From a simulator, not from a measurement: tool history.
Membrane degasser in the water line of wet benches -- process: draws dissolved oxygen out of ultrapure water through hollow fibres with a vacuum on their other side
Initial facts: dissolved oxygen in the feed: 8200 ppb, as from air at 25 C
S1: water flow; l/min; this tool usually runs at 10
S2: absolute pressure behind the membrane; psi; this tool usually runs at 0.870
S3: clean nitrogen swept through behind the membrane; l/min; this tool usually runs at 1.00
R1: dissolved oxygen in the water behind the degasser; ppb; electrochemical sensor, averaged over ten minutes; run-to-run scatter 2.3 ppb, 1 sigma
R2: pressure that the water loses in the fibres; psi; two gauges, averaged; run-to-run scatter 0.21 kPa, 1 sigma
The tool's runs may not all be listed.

| run | hour | S1 | S2 | S3 | R1 | R2 |
|---|---|---|---|---|---|---|
| 1 | 0.0 | 10 | 0.870 | 1.00 | 267.0 | 7.394 |
| 2 | 82.5 | 10 | 0.870 | 0.42 | 347.8 | 7.323 |
| 3 | 135.1 | 10 | 1.629 | 0.42 | 603.5 | 7.382 |
| 4 | 207.6 | 10 | 1.629 | 0.42 | 606.6 | 7.343 |
| 5 | 255.3 | 8 | 1.629 | 0.42 | 471.7 | 5.894 |
| 6 | 295.8 | 10 | 0.870 | 1.00 | 270.3 | 7.380 |
| 7 | 379.6 | 10 | 0.870 | 1.00 | 269.5 | 7.348 |
| 8 | 423.5 | 10 | 0.561 | 1.00 | 223.5 | 7.377 |
| 9 | 492.0 | 10 | 0.561 | 1.00 | 219.2 | 7.349 |
| 10 | 565.5 | 11 | 0.759 | 0.40 | 380.6 | 8.154 |
| 11 | 619.6 | 11 | 0.759 | 0.40 | 378.1 | 8.131 |
|  | 625.3 | vacuum gauge calibrated |
| 12 | 685.4 | 7 | 0.759 | 0.65 | 159.4 | 5.220 |
| 13 | 760.8 | 13 | 0.870 | 1.47 | 390.1 | 9.684 |
| 14 | 838.4 | 13 | 0.870 | 1.47 | 403.4 | 9.660 |
|  | 848.7 | vacuum gauge calibrated, once more |
| 15 | 889.9 | 15 | 1.155 | 1.47 | 532.8 | 11.158 |
| 16 | 965.1 | 13 | 1.155 | 1.47 | 429.3 | 9.693 |
| 17 | 1054.6 | 10 | 0.870 | 1.23 | 255.9 | 7.426 |

5 options for the next run, each taken on its own from the tool as it stands now. Forecast them:
| A | 1142.0 | 10 | 1.333 | 1.00 | ? | ? |
| B | 1142.0 | 10 | 1.530 | 1.00 | ? | ? |
| C | 1142.0 | 7 | 1.034 | 1.00 | ? | ? |
| D | 1142.0 | 10 | 1.719 | 2.17 | ? | ? |
| E | 1142.0 | 14 | 1.635 | 0.73 | ? | ? |

| run | R1 | R2 |
|---|---|---|
| A | 344.5 | 7.459 |
| B | 379.4 | 7.413 |
| C | 161.0 | 5.246 |
| D | 303.6 | 7.403 |
| E | 691.6 | 10.396 |
Without the tool's hidden state the same runs would have given:
| run | R1 | R2 |
|---|---|---|
| A | 298.8 | 7.044 |
| B | 331.9 | 6.998 |
| C | 134.9 | 4.956 |
| D | 258.3 | 6.989 |
| E | 625.2 | 9.815 |

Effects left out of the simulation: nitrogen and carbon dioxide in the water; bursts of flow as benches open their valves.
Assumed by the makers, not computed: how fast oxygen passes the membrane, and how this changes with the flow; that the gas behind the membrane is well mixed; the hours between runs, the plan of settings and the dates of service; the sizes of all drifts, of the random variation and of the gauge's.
